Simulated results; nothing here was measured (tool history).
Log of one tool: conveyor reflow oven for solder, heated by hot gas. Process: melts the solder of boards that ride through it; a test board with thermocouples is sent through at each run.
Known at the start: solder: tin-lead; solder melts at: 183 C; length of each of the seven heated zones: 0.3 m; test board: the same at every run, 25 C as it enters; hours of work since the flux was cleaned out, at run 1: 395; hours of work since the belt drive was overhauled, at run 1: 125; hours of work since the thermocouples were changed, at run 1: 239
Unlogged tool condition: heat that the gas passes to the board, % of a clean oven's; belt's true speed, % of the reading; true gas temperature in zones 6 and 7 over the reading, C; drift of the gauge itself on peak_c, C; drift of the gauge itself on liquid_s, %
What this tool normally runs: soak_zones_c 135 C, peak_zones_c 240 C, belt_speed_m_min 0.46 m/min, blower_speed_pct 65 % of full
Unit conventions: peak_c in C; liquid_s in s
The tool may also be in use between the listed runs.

run     day  soak_zones_c  peak_zones_c  belt_speed_m_min  blower_speed_pct  hours of work since the flux was cleaned out  hours of work since the belt drive was overhauled  hours of work since the thermocouples were changed  peak_c  liquid_s
  1       0           135           240              0.46                65                                           395                                                125                                                 239   214.2      53.2
  2   0.912           135           253              0.46                65                                           404                                                135                                                 249   224.8      62.1
  3   1.638           143           240              0.46                65                                           412                                                143                                                 256   215.9      58.3
  4   2.421           143           240              0.46                65                                           420                                                151                                                 265   215.9      58.5
  5   3.696           143           240              0.46                65                                           434                                                164                                                 278   215.9      58.1
      4.238  -- flux residue cleaned out of gas plates and filters
  6   5.133           143           240              0.46                65                                             9                                                177                                                 291   214.4      56.7
  7   6.312           135           240             0.497                65                                            22                                                190                                                 304   208.9      43.5
  8   7.054           135           240              0.46                65                                            30                                                198                                                 311   212.1      51.3
  9   8.275           135           240              0.46                65                                            43                                                210                                                 324   212.2      51.1
 10   8.796           135           240              0.46                65                                            48                                                216                                                 330   212.1      51.3
 11   9.396           135           240              0.46                65                                            54                                                222                                                 336   212.2      51.4
     10.112  -- flux residue cleaned out of gas plates and filters, once more
 12  10.488           135           240              0.46                65                                             4                                                232                                                 345   217.2      56.6
 13  11.688           135           240              0.46                65                                            17                                                244                                                 358   217.1      56.7
 14  12.258           135           240             0.546                65                                            23                                                250                                                 364   209.2      40.9
 15  12.979           135           240             0.546                65                                            30                                                258                                                 372   209.9      40.7
 16  13.875           135           240              0.46                65                                            40                                                267                                                 381   217.2      56.5
 17  14.867           148           237             0.519                67                                            50                                                278                                                 392   213.5      51.2
 18  16.017           123           240              0.46                57                                            62                                                290                                                 404   211.3      46.8
 19   16.55           123           240              0.46                57                                            68                                                296                                                 410   211.3      46.7
 20  17.658           121           240             0.385                72                                            80                                                307                                                 421   223.1      68.9
 21    18.8           121           240             0.523                72                                            92                                                319                                                 433   209.7        39
 22  19.483           121           240             0.523                72                                            99                                                327                                                 441   209.8      39.7
 23    20.7           121           250             0.379                72                                           112                                                340                                                 453     232      77.2
 24  21.371           135           242              0.46                89                                           119                                                347                                                 460     224      62.4
 25  22.279           138           251             0.493                59                                           129                                                356                                                 470   220.9      56.3
 26  23.096           138           251             0.493                59                                           137                                                365                                                 479   221.3      56.6
 27  23.667           138           251             0.493                59                                           143                                                371                                                 485   220.7      56.4

Forecast run 28:
 28  24.425           138           251             0.493                59                                           151                                                379                                                 493       ?         ?

peak_c: 220.8 C
liquid_s: 56.3 s
With the hidden condition absent and the run-to-run variation left alone, this run would have shown peak_c 220.4 C, liquid_s 55.4 s.
